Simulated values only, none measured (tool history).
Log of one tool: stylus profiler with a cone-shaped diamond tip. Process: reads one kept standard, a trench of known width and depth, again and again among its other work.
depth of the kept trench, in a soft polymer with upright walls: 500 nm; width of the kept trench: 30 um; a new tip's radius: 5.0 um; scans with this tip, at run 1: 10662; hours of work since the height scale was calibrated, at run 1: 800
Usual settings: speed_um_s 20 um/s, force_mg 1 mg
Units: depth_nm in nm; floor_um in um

run,hour,speed_um_s,force_mg,scans with this tip,hours of work since the height scale was calibrated,depth_nm,floor_um
1,0,20,1,10662,800,503.33,25.49
2,70,20,1,11189,840,502.99,25.54
3,162.8,20,1,11887,892,502.95,25.53
4,217.5,59,1,12299,923,503.13,25.48
5,318.2,15,1,13057,980,503.32,25.57
6,365.9,15,1,13416,1007,503.16,25.57
7,453.5,15,1,14075,1056,502.66,25.58
8,500.9,15,0.66,14432,1083,502.37,25.54
9,608.6,15,0.66,15242,1144,502.77,25.52
# hour 641.4: new tip fitted, height scale calibrated
10,657.9,17,0.77,124,9,502.6,25.59
11,737,36,1.45,720,54,504.2,25.49
12,825.8,36,1.45,1388,104,503.81,25.48
13,900.9,6,0.6,1953,147,502.31,25.67
14,973.6,76,1,2500,188,503.19,25.35
15,1030.4,6,1,2927,220,503.03,25.59

The same runs without the tool's hidden state, with the same run-to-run variation:
The hidden state here: radius of the tip, um; height scale over the true one, %; drift of the gauge itself on depth_nm, %; drift of the gauge itself on floor_um, %.
run,floor_um
1,25.51
2,25.57
3,25.56
4,25.51
5,25.6
6,25.6
7,25.61
8,25.57
9,25.55
10,25.59
11,25.49
12,25.49
13,25.67
14,25.36
15,25.6
depth_nm: within 0.03 nm of the measured result in every run.
